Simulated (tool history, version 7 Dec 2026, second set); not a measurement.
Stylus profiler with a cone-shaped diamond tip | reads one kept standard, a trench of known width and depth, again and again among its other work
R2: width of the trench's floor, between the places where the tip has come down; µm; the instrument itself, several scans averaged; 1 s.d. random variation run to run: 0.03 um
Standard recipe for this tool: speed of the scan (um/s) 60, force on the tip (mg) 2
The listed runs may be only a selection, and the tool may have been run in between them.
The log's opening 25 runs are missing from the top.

{"run": 26, "hour": 276.0, "speed of the scan (um/s)": 143, "force on the tip (mg)": 2.73, "depth of the trench (nm)": 202.37, "R2": 96.67}
{"hour": 277.1, "done": "height scale calibrated on a step standard"}
{"run": 27, "hour": 283.3, "speed of the scan (um/s)": 115, "force on the tip (mg)": 2.83, "depth of the trench (nm)": 202.31, "R2": 96.76}
{"run": 28, "hour": 296.6, "speed of the scan (um/s)": 115, "force on the tip (mg)": 2.83, "depth of the trench (nm)": 202.31, "R2": 96.77}
{"run": 29, "hour": 312.2, "speed of the scan (um/s)": 115, "force on the tip (mg)": 2.83, "depth of the trench (nm)": 202.28, "R2": 96.73}
{"run": 30, "hour": 321.0, "speed of the scan (um/s)": 50, "force on the tip (mg)": 4.26, "depth of the trench (nm)": 203.15, "R2": 96.91}
{"run": 31, "hour": 334.5, "speed of the scan (um/s)": 19, "force on the tip (mg)": 1.89, "depth of the trench (nm)": 201.54, "R2": 97.01}
{"run": 32, "hour": 347.3, "speed of the scan (um/s)": 45, "force on the tip (mg)": 1.45, "depth of the trench (nm)": 201.25, "R2": 96.85}
{"hour": 351.4, "done": "height scale calibrated on a step standard, once more"}
{"run": 33, "hour": 354.5, "speed of the scan (um/s)": 23, "force on the tip (mg)": 2, "depth of the trench (nm)": 202.28, "R2": 96.99}
{"run": 34, "hour": 366.4, "speed of the scan (um/s)": 16, "force on the tip (mg)": 4.08, "depth of the trench (nm)": 203.4, "R2": 96.98}
{"run": 35, "hour": 377.8, "speed of the scan (um/s)": 84, "force on the tip (mg)": 2.06, "depth of the trench (nm)": 202.08, "R2": 96.73}
{"run": 36, "hour": 390.9, "speed of the scan (um/s)": 43, "force on the tip (mg)": 2.16, "depth of the trench (nm)": 202.29, "R2": 96.92}
{"run": 37, "hour": 402.3, "speed of the scan (um/s)": 44, "force on the tip (mg)": 2, "depth of the trench (nm)": 202.33, "R2": 96.86}
{"run": 38, "hour": 411.8, "speed of the scan (um/s)": 48, "force on the tip (mg)": 4.17, "depth of the trench (nm)": 203.71, "R2": 96.88}

Below are 5 alternative next runs, each starting from the tool's condition after run 38. Predict each:
{"run": "A", "hour": 425.2, "speed of the scan (um/s)": 60, "force on the tip (mg)": 2.47, "depth of the trench (nm)": "?", "R2": "?"}
{"run": "B", "hour": 425.2, "speed of the scan (um/s)": 60, "force on the tip (mg)": 1.81, "depth of the trench (nm)": "?", "R2": "?"}
{"run": "C", "hour": 425.2, "speed of the scan (um/s)": 23, "force on the tip (mg)": 1.76, "depth of the trench (nm)": "?", "R2": "?"}
{"run": "D", "hour": 425.2, "speed of the scan (um/s)": 225, "force on the tip (mg)": 4.9, "depth of the trench (nm)": "?", "R2": "?"}
{"run": "E", "hour": 425.2, "speed of the scan (um/s)": 34, "force on the tip (mg)": 1.19, "depth of the trench (nm)": "?", "R2": "?"}

run=A depth_of_the_trench_(nm)=202.48 R2=96.85
run=B depth_of_the_trench_(nm)=202.1 R2=96.85
run=C depth_of_the_trench_(nm)=201.9 R2=96.89
run=D depth_of_the_trench_(nm)=203.88 R2=96.49
run=E depth_of_the_trench_(nm)=201.63 R2=96.86
Without the tool's unlogged condition, the same runs would have read:
run=A depth_of_the_trench_(nm)=202.46 R2=97.05
run=B depth_of_the_trench_(nm)=202.07 R2=97.05
run=C depth_of_the_trench_(nm)=201.87 R2=97.1
run=D depth_of_the_trench_(nm)=203.86 R2=96.7
run=E depth_of_the_trench_(nm)=201.61 R2=97.07

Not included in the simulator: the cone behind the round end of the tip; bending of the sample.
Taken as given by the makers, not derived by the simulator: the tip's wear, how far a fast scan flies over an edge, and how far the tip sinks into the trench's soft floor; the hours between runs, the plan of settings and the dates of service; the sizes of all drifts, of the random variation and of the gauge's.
